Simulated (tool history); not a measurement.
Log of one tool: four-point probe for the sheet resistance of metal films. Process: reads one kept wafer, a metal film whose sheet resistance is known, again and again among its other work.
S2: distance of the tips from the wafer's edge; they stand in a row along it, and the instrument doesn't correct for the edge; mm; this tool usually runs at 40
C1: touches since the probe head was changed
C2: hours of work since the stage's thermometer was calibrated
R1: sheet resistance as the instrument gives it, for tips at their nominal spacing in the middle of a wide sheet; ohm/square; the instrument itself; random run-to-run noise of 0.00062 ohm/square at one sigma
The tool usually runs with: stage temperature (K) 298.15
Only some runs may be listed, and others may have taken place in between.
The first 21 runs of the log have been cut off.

{"run": 22, "hour": 1360.3, "stage temperature (K)": 298.15, "S2": 4, "C1": 59546, "C2": 235, "R1": 3.113411}
{"hour": 1413.4, "done": "new probe head fitted"}
{"run": 23, "hour": 1453.0, "stage temperature (K)": 293.15, "S2": 40, "C1": 1890, "C2": 303, "R1": 3.078197}
{"run": 24, "hour": 1535.4, "stage temperature (K)": 293.15, "S2": 40, "C1": 5829, "C2": 364, "R1": 3.07933}
{"run": 25, "hour": 1622.3, "stage temperature (K)": 293.15, "S2": 40, "C1": 9979, "C2": 428, "R1": 3.079595}
{"run": 26, "hour": 1689.1, "stage temperature (K)": 296.15, "S2": 40, "C1": 13165, "C2": 477, "R1": 3.083867}
{"run": 27, "hour": 1785.8, "stage temperature (K)": 296.15, "S2": 40, "C1": 17784, "C2": 549, "R1": 3.083308}
{"run": 28, "hour": 1890.3, "stage temperature (K)": 296.15, "S2": 40, "C1": 22772, "C2": 626, "R1": 3.083604}
{"run": 29, "hour": 1990.7, "stage temperature (K)": 296.15, "S2": 40, "C1": 27568, "C2": 701, "R1": 3.083823}
{"run": 30, "hour": 2045.2, "stage temperature (K)": 302.15, "S2": 47, "C1": 30170, "C2": 741, "R1": 3.091598}
{"run": 31, "hour": 2091.8, "stage temperature (K)": 298.15, "S2": 15, "C1": 32398, "C2": 776, "R1": 3.086586}
{"run": 32, "hour": 2184.9, "stage temperature (K)": 302.15, "S2": 15, "C1": 36843, "C2": 844, "R1": 3.093549}
{"run": 33, "hour": 2290.4, "stage temperature (K)": 298.15, "S2": 34, "C1": 41877, "C2": 922, "R1": 3.087328}
{"run": 34, "hour": 2359.9, "stage temperature (K)": 298.15, "S2": 34, "C1": 45198, "C2": 974, "R1": 3.08574}
{"run": 35, "hour": 2406.4, "stage temperature (K)": 293.15, "S2": 4, "C1": 47420, "C2": 1008, "R1": 3.105259}
{"run": 36, "hour": 2491.9, "stage temperature (K)": 294.15, "S2": 33, "C1": 51502, "C2": 1072, "R1": 3.08219}
{"run": 37, "hour": 2592.2, "stage temperature (K)": 292.15, "S2": 26, "C1": 56292, "C2": 1146, "R1": 3.078934}
{"run": 38, "hour": 2647.5, "stage temperature (K)": 299.15, "S2": 18, "C1": 58931, "C2": 1187, "R1": 3.088144}
{"run": 39, "hour": 2701.7, "stage temperature (K)": 299.15, "S2": 18, "C1": 61518, "C2": 1227, "R1": 3.089208}
{"hour": 2717.3, "done": "new probe head fitted"}
{"run": 40, "hour": 2757.0, "stage temperature (K)": 298.15, "S2": 5, "C1": 1895, "C2": 1267, "R1": 3.101885}
{"run": 41, "hour": 2813.2, "stage temperature (K)": 297.15, "S2": 63, "C1": 4579, "C2": 1309, "R1": 3.085064}
{"run": 42, "hour": 2921.8, "stage temperature (K)": 297.15, "S2": 63, "C1": 9762, "C2": 1389, "R1": 3.084363}
{"run": 43, "hour": 3002.9, "stage temperature (K)": 306.15, "S2": 6, "C1": 13639, "C2": 1449, "R1": 3.106453}
{"run": 44, "hour": 3108.9, "stage temperature (K)": 306.15, "S2": 6, "C1": 18700, "C2": 1528, "R1": 3.107338}

Branching from run 44: 3 alternative next runs. What would each branch give?
{"run": "A", "hour": 3164.8, "stage temperature (K)": 296.15, "S2": 17, "C1": 21368, "C2": 1569, "R1": "?"}
{"run": "B", "hour": 3164.8, "stage temperature (K)": 292.15, "S2": 8, "C1": 21368, "C2": 1569, "R1": "?"}
{"run": "C", "hour": 3164.8, "stage temperature (K)": 307.15, "S2": 40, "C1": 21368, "C2": 1569, "R1": "?"}

run=A R1=3.08504
run=B R1=3.085234
run=C R1=3.097336
Without the tool's hidden state the same runs would have given:
run=A R1=3.084988
run=B R1=3.085185
run=C R1=3.097277
